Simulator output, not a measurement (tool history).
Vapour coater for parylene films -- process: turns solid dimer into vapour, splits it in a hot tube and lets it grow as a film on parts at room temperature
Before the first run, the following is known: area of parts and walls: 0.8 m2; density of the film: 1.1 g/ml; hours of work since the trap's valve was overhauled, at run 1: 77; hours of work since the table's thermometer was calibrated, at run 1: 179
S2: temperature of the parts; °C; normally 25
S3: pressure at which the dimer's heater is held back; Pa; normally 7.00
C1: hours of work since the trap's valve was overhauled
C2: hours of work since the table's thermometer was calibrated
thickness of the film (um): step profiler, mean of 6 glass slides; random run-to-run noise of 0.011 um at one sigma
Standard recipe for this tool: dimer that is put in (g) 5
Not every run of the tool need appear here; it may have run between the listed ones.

run 1 hour=0.0 | dimer_that_is_put_in_(g)=5 S2=25 S3=7.00 | C1=77 C2=179 | thickness_of_the_film_(um)=3.69
run 2 hour=19.4 | dimer_that_is_put_in_(g)=5 S2=25 S3=7.00 | C1=89 C2=192 | thickness_of_the_film_(um)=3.71
run 3 hour=29.4 | dimer_that_is_put_in_(g)=5 S2=35 S3=7.00 | C1=96 C2=198 | thickness_of_the_film_(um)=2.60
run 4 hour=40.8 | dimer_that_is_put_in_(g)=5 S2=35 S3=7.00 | C1=103 C2=206 | thickness_of_the_film_(um)=2.58
run 5 hour=50.0 | dimer_that_is_put_in_(g)=5 S2=35 S3=9.21 | C1=109 C2=212 | thickness_of_the_film_(um)=2.53
run 6 hour=61.3 | dimer_that_is_put_in_(g)=5 S2=25 S3=7.00 | C1=116 C2=219 | thickness_of_the_film_(um)=3.70
run 7 hour=81.4 | dimer_that_is_put_in_(g)=5 S2=25 S3=7.00 | C1=129 C2=232 | thickness_of_the_film_(um)=3.68
run 8 hour=100.6 | dimer_that_is_put_in_(g)=5 S2=25 S3=7.00 | C1=142 C2=245 | thickness_of_the_film_(um)=3.68
run 9 hour=110.7 | dimer_that_is_put_in_(g)=5 S2=25 S3=7.00 | C1=148 C2=251 | thickness_of_the_film_(um)=3.70
run 10 hour=127.4 | dimer_that_is_put_in_(g)=5 S2=25 S3=7.00 | C1=159 C2=262 | thickness_of_the_film_(um)=3.69
run 11 hour=143.2 | dimer_that_is_put_in_(g)=5 S2=25 S3=7.00 | C1=169 C2=272 | thickness_of_the_film_(um)=3.66
run 12 hour=155.0 | dimer_that_is_put_in_(g)=2 S2=25 S3=7.00 | C1=177 C2=280 | thickness_of_the_film_(um)=1.48
run 13 hour=171.8 | dimer_that_is_put_in_(g)=5 S2=25 S3=3.32 | C1=188 C2=291 | thickness_of_the_film_(um)=3.85
run 14 hour=189.6 | dimer_that_is_put_in_(g)=5 S2=25 S3=3.32 | C1=199 C2=302 | thickness_of_the_film_(um)=3.86
run 15 hour=199.7 | dimer_that_is_put_in_(g)=5 S2=25 S3=3.32 | C1=206 C2=309 | thickness_of_the_film_(um)=3.86
run 16 hour=216.7 | dimer_that_is_put_in_(g)=5 S2=21 S3=7.00 | C1=217 C2=320 | thickness_of_the_film_(um)=4.22
run 17 hour=234.6 | dimer_that_is_put_in_(g)=5 S2=21 S3=3.11 | C1=229 C2=331 | thickness_of_the_film_(um)=4.47
run 18 hour=245.5 | dimer_that_is_put_in_(g)=5 S2=20 S3=7.00 | C1=236 C2=338 | thickness_of_the_film_(um)=4.37
run 19 hour=262.6 | dimer_that_is_put_in_(g)=5 S2=25 S3=7.00 | C1=247 C2=349 | thickness_of_the_film_(um)=3.65
run 20 hour=281.1 | dimer_that_is_put_in_(g)=5 S2=25 S3=7.00 | C1=259 C2=361 | thickness_of_the_film_(um)=3.63
run 21 hour=292.6 | dimer_that_is_put_in_(g)=5 S2=25 S3=7.00 | C1=266 C2=369 | thickness_of_the_film_(um)=3.65
run 22 hour=301.3 | dimer_that_is_put_in_(g)=5 S2=25 S3=7.00 | C1=272 C2=375 | thickness_of_the_film_(um)=3.62
run 23 hour=317.3 | dimer_that_is_put_in_(g)=5 S2=25 S3=7.00 | C1=282 C2=385 | thickness_of_the_film_(um)=3.65
run 24 hour=326.4 | dimer_that_is_put_in_(g)=5 S2=25 S3=7.00 | C1=288 C2=391 | thickness_of_the_film_(um)=3.61
run 25 hour=341.0 | dimer_that_is_put_in_(g)=5 S2=25 S3=7.00 | C1=298 C2=400 | thickness_of_the_film_(um)=3.63
run 26 hour=350.1 | dimer_that_is_put_in_(g)=5 S2=25 S3=7.00 | C1=303 C2=406 | thickness_of_the_film_(um)=3.63
run 27 hour=361.9 | dimer_that_is_put_in_(g)=5 S2=25 S3=7.00 | C1=311 C2=414 | thickness_of_the_film_(um)=3.63
run 28 hour=372.8 | dimer_that_is_put_in_(g)=3 S2=19 S3=7.00 | C1=318 C2=421 | thickness_of_the_film_(um)=2.69
run 29 hour=385.2 | dimer_that_is_put_in_(g)=3 S2=19 S3=7.00 | C1=326 C2=429 | thickness_of_the_film_(um)=2.69
-- hour=387.7 table's thermometer calibrated
run 30 hour=402.4 | dimer_that_is_put_in_(g)=4 S2=33 S3=2.62 | C1=337 C2=9 | thickness_of_the_film_(um)=2.35
run 31 hour=422.4 | dimer_that_is_put_in_(g)=2 S2=31 S3=2.09 | C1=350 C2=22 | thickness_of_the_film_(um)=1.28
run 32 hour=433.1 | dimer_that_is_put_in_(g)=5 S2=18 S3=4.46 | C1=357 C2=29 | thickness_of_the_film_(um)=4.80
run 33 hour=446.0 | dimer_that_is_put_in_(g)=9 S2=18 S3=4.46 | C1=365 C2=38 | thickness_of_the_film_(um)=8.65
run 34 hour=454.9 | dimer_that_is_put_in_(g)=5 S2=26 S3=7.00 | C1=371 C2=44 | thickness_of_the_film_(um)=3.50
run 35 hour=472.0 | dimer_that_is_put_in_(g)=6 S2=25 S3=2.03 | C1=382 C2=55 | thickness_of_the_film_(um)=4.71
run 36 hour=482.4 | dimer_that_is_put_in_(g)=6 S2=25 S3=2.03 | C1=388 C2=61 | thickness_of_the_film_(um)=4.71
run 37 hour=491.3 | dimer_that_is_put_in_(g)=6 S2=25 S3=2.03 | C1=394 C2=67 | thickness_of_the_film_(um)=4.69
-- hour=506.4 table's thermometer calibrated, once more
run 38 hour=508.5 | dimer_that_is_put_in_(g)=6 S2=25 S3=2.03 | C1=405 C2=1 | thickness_of_the_film_(um)=4.60
run 39 hour=522.6 | dimer_that_is_put_in_(g)=2 S2=21 S3=7.00 | C1=414 C2=11 | thickness_of_the_film_(um)=1.62
run 40 hour=531.7 | dimer_that_is_put_in_(g)=3 S2=34 S3=7.00 | C1=420 C2=16 | thickness_of_the_film_(um)=1.53
run 41 hour=548.2 | dimer_that_is_put_in_(g)=4 S2=32 S3=8.23 | C1=430 C2=27 | thickness_of_the_film_(um)=2.15
run 42 hour=564.0 | dimer_that_is_put_in_(g)=5 S2=25 S3=9.69 | C1=441 C2=37 | thickness_of_the_film_(um)=3.42
run 43 hour=572.9 | dimer_that_is_put_in_(g)=5 S2=25 S3=2.92 | C1=446 C2=43 | thickness_of_the_film_(um)=3.71
run 44 hour=591.6 | dimer_that_is_put_in_(g)=5 S2=17 S3=3.94 | C1=459 C2=55 | thickness_of_the_film_(um)=4.83
run 45 hour=609.4 | dimer_that_is_put_in_(g)=2 S2=17 S3=2.87 | C1=470 C2=67 | thickness_of_the_film_(um)=1.98
run 46 hour=619.8 | dimer_that_is_put_in_(g)=2 S2=17 S3=2.87 | C1=477 C2=74 | thickness_of_the_film_(um)=1.97
-- hour=627.3 trap's valve overhauled
run 47 hour=641.1 | dimer_that_is_put_in_(g)=2 S2=17 S3=2.87 | C1=9 C2=85 | thickness_of_the_film_(um)=2.12

Hidden condition of the tool, last listed run before each entry between runs versus first listed run after:
Logged between run 29 and run 30: table's thermometer calibrated (hour 387.7)
  vapour lost through the trap's worn valve, %: 4.6 -> 4.8; true temperature of the parts over the reading, C: -0.53 -> -0.69
  difference, measured minus the result without the unlogged condition, thickness of the film (um): -0.08 -> -0.05
Logged between run 37 and run 38: table's thermometer calibrated, once more (hour 506.4)
  vapour lost through the trap's worn valve, %: 5.7 -> 5.8; true temperature of the parts over the reading, C: -0.76 -> -0.06
  difference, measured minus the result without the unlogged condition, thickness of the film (um): -0.15 -> -0.27
Logged between run 46 and run 47: trap's valve overhauled (hour 627.3)
  vapour lost through the trap's worn valve, %: 6.8 -> 0.3; true temperature of the parts over the reading, C: -0.15 -> -0.16
  difference, measured minus the result without the unlogged condition, thickness of the film (um): -0.14 -> +0.01

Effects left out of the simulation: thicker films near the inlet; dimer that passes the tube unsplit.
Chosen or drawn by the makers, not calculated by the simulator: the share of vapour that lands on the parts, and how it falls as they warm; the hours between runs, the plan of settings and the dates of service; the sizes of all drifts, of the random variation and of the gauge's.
